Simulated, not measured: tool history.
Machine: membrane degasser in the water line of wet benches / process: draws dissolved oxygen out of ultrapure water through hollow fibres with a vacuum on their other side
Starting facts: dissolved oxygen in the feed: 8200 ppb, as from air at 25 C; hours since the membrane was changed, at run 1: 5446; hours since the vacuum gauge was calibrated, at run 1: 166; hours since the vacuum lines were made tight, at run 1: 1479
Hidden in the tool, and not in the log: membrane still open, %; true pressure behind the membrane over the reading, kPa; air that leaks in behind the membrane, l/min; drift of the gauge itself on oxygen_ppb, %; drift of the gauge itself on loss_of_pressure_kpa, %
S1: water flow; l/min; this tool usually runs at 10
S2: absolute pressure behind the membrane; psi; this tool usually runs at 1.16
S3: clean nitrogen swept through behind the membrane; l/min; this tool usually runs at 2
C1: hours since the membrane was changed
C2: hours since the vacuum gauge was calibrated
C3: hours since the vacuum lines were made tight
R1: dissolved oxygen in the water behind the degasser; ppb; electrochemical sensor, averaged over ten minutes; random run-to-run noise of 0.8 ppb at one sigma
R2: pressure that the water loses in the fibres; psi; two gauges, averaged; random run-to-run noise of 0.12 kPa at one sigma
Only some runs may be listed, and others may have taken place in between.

{"run": 1, "day": 0.0, "S1": 10, "S2": 1.16, "S3": 2, "C1": 5446, "C2": 166, "C3": 1479, "R1": 79.4, "R2": 3.854}
{"run": 2, "day": 8.721, "S1": 10, "S2": 1.16, "S3": 0.98, "C1": 5655, "C2": 375, "C3": 1688, "R1": 136.4, "R2": 3.894}
{"run": 3, "day": 14.846, "S1": 10, "S2": 1.16, "S3": 2, "C1": 5802, "C2": 522, "C3": 1835, "R1": 78.6, "R2": 3.865}
{"run": 4, "day": 24.058, "S1": 12, "S2": 1.16, "S3": 2, "C1": 6024, "C2": 743, "C3": 2056, "R1": 104.5, "R2": 4.609}
{"run": 5, "day": 33.862, "S1": 12, "S2": 1.16, "S3": 2, "C1": 6259, "C2": 979, "C3": 2291, "R1": 103.8, "R2": 4.64}
{"run": 6, "day": 40.842, "S1": 12, "S2": 1.16, "S3": 2, "C1": 6426, "C2": 1146, "C3": 2459, "R1": 103.6, "R2": 4.64}
{"run": 7, "day": 51.125, "S1": 10, "S2": 1.16, "S3": 2, "C1": 6673, "C2": 1393, "C3": 2706, "R1": 79.9, "R2": 3.838}
{"run": 8, "day": 57.288, "S1": 10, "S2": 1.16, "S3": 2, "C1": 6821, "C2": 1541, "C3": 2854, "R1": 81, "R2": 3.909}
{"run": 9, "day": 64.046, "S1": 10, "S2": 1.16, "S3": 2, "C1": 6983, "C2": 1703, "C3": 3016, "R1": 81.3, "R2": 3.875}
{"run": 10, "day": 69.375, "S1": 10, "S2": 1.16, "S3": 2, "C1": 7111, "C2": 1831, "C3": 3144, "R1": 82.5, "R2": 3.9}
{"run": 11, "day": 80.992, "S1": 16, "S2": 1.16, "S3": 2, "C1": 7390, "C2": 2110, "C3": 3423, "R1": 164.5, "R2": 6.219}
{"run": 12, "day": 88.571, "S1": 9, "S2": 1.16, "S3": 2, "C1": 7572, "C2": 2292, "C3": 3604, "R1": 71.7, "R2": 3.523}
{"run": 13, "day": 94.35, "S1": 9, "S2": 1.16, "S3": 2, "C1": 7711, "C2": 2430, "C3": 3743, "R1": 72.4, "R2": 3.487}
{"run": 14, "day": 106.617, "S1": 9, "S2": 1.16, "S3": 2, "C1": 8005, "C2": 2725, "C3": 4038, "R1": 70.6, "R2": 3.513}
{"run": 15, "day": 115.958, "S1": 10, "S2": 1.16, "S3": 2, "C1": 8229, "C2": 2949, "C3": 4262, "R1": 82.1, "R2": 3.951}
{"run": 16, "day": 124.062, "S1": 10, "S2": 1.16, "S3": 2, "C1": 8424, "C2": 3143, "C3": 4456, "R1": 83.3, "R2": 3.878}
{"run": 17, "day": 135.075, "S1": 10, "S2": 1.008, "S3": 0.9, "C1": 8688, "C2": 3408, "C3": 4721, "R1": 126.4, "R2": 3.884}
{"run": 18, "day": 142.296, "S1": 10, "S2": 1.498, "S3": 3.5, "C1": 8861, "C2": 3581, "C3": 4894, "R1": 76.3, "R2": 3.91}
{"run": 19, "day": 149.017, "S1": 7, "S2": 2.735, "S3": 1.17, "C1": 9023, "C2": 3742, "C3": 5055, "R1": 236.5, "R2": 2.722}
{"run": 20, "day": 160.467, "S1": 10, "S2": 2.822, "S3": 2, "C1": 9297, "C2": 4017, "C3": 5330, "R1": 222.7, "R2": 3.929}
{"run": 21, "day": 171.304, "S1": 15, "S2": 1.442, "S3": 2, "C1": 9557, "C2": 4277, "C3": 5590, "R1": 184.4, "R2": 5.874}
{"run": 22, "day": 181.917, "S1": 15, "S2": 1.442, "S3": 2, "C1": 9812, "C2": 4532, "C3": 5845, "R1": 191, "R2": 5.913}
{"run": 23, "day": 189.396, "S1": 9, "S2": 1.552, "S3": 0.85, "C1": 9992, "C2": 4712, "C3": 6024, "R1": 210.4, "R2": 3.59}
{"run": 24, "day": 201.975, "S1": 9, "S2": 0.875, "S3": 0.99, "C1": 10293, "C2": 5013, "C3": 6326, "R1": 86.4, "R2": 3.549}
{"day": 207.65, "done": "vacuum gauge calibrated"}
{"run": 25, "day": 211.05, "S1": 9, "S2": 0.875, "S3": 0.99, "C1": 10511, "C2": 82, "C3": 6543, "R1": 80.3, "R2": 3.565}
{"run": 26, "day": 221.129, "S1": 9, "S2": 0.875, "S3": 0.99, "C1": 10753, "C2": 323, "C3": 6785, "R1": 81.1, "R2": 3.546}
{"run": 27, "day": 232.008, "S1": 10, "S2": 1.656, "S3": 4.32, "C1": 11014, "C2": 585, "C3": 7046, "R1": 72.4, "R2": 3.97}
{"run": 28, "day": 240.329, "S1": 10, "S2": 1.656, "S3": 4.32, "C1": 11214, "C2": 784, "C3": 7246, "R1": 73.6, "R2": 3.967}
{"run": 29, "day": 251.617, "S1": 7, "S2": 2.891, "S3": 5.87, "C1": 11484, "C2": 1055, "C3": 7517, "R1": 60.1, "R2": 2.796}
{"run": 30, "day": 263.304, "S1": 14, "S2": 1.504, "S3": 1.6, "C1": 11765, "C2": 1336, "C3": 7798, "R1": 210.1, "R2": 5.559}
{"run": 31, "day": 272.742, "S1": 14, "S2": 1.228, "S3": 2.62, "C1": 11991, "C2": 1562, "C3": 8024, "R1": 128.3, "R2": 5.585}
{"run": 32, "day": 284.183, "S1": 14, "S2": 0.754, "S3": 1.2, "C1": 12266, "C2": 1837, "C3": 8299, "R1": 118, "R2": 5.571}

The same runs without the tool's hidden state, with the same run-to-run variation:
run=1 R1=75 R2=3.729
run=2 R1=131.1 R2=3.765
run=3 R1=73.8 R2=3.733
run=4 R1=97.1 R2=4.444
run=5 R1=95.9 R2=4.467
run=6 R1=95.4 R2=4.463
run=7 R1=73.6 R2=3.684
run=8 R1=74.5 R2=3.752
run=9 R1=74.4 R2=3.716
run=10 R1=75.3 R2=3.738
run=11 R1=147.8 R2=5.949
run=12 R1=65.2 R2=3.368
run=13 R1=65.6 R2=3.329
run=14 R1=63.6 R2=3.347
run=15 R1=73.4 R2=3.762
run=16 R1=74.1 R2=3.685
run=17 R1=113.6 R2=3.685
run=18 R1=67.4 R2=3.707
run=19 R1=223.6 R2=2.577
run=20 R1=208.7 R2=3.713
run=21 R1=163.1 R2=5.543
run=22 R1=168.2 R2=5.572
run=23 R1=193.8 R2=3.382
run=24 R1=72.8 R2=3.334
run=25 R1=72.3 R2=3.346
run=26 R1=72.5 R2=3.323
run=27 R1=62.5 R2=3.716
run=28 R1=63.4 R2=3.707
run=29 R1=53.7 R2=2.611
run=30 R1=187.5 R2=5.179
run=31 R1=107.3 R2=5.197
run=32 R1=95.1 R2=5.172
